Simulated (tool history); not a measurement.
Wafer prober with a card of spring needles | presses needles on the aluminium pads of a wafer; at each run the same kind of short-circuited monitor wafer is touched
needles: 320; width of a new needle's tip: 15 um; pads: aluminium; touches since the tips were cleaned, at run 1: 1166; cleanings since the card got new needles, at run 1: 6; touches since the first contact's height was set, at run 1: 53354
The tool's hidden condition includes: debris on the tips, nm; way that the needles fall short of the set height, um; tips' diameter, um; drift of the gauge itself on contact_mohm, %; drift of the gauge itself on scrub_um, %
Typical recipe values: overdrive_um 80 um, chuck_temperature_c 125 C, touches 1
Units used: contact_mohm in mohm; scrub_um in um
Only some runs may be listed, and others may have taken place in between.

run	hour	overdrive_um	chuck_temperature_c	touches	touches since the tips were cleaned	cleanings since the card got new needles	touches since the first contact's height was set	contact_mohm	scrub_um
1	0	80	125	1	1166	6	53354	287	12.06
2	13.6	80	125	1	3780	6	55968	288	12.03
3	27.7	80	125	1	6485	6	58673	285	12.12
# hour 34.7: tips cleaned on abrasive film
4	42.1	80	125	1	1416	7	61416	288	11.92
5	48.7	80	125	1	2687	7	62687	285	12.1
6	61.8	80	125	1	5194	7	65194	284	12.01
7	68.1	100	125	1	6409	7	66409	290	14.98
8	75	80	125	2	7724	7	67724	287	12.04
# hour 76.4: tips cleaned on abrasive film
9	81.8	80	125	2	1030	8	69010	290	12.02
10	95.8	80	35	1	3713	8	71693	264	12.02
11	104	80	35	1	5301	8	73281	266	12.06
12	110.5	80	35	1	6536	8	74516	260	12.11
# hour 117.2: tips cleaned on abrasive film
13	122.5	80	35	1	1019	9	76813	263	11.97
14	135.7	80	35	1	3537	9	79331	265	11.91
15	150.1	80	35	1	6318	9	82112	261	11.96
# hour 158.3: tips cleaned on abrasive film
16	161.7	80	35	1	654	10	84307	265	12.13
17	174.4	93	125	1	3095	10	86748	285	13.9
18	184.9	93	125	1	5111	10	88764	287	13.86
19	195.8	93	125	1	7203	10	90856	284	13.86
# hour 199.4: tips cleaned on abrasive film
20	202.7	89	125	1	635	11	92168	289	13.31
21	210.9	80	71	1	2206	11	93739	276	11.99
22	217.6	80	64	3	3493	11	95026	273	11.92
23	228.1	71	125	3	5495	11	97028	295	10.56

Run 24 comes next. What will it give?
24	239.7	92	115	1	7719	11	99252	?	?

Run 24 produced contact_mohm 283 mohm, scrub_um 13.7 um.
The same run, on a tool lacking any hidden state, would have yielded contact_mohm 283 mohm, scrub_um 13.9 um.
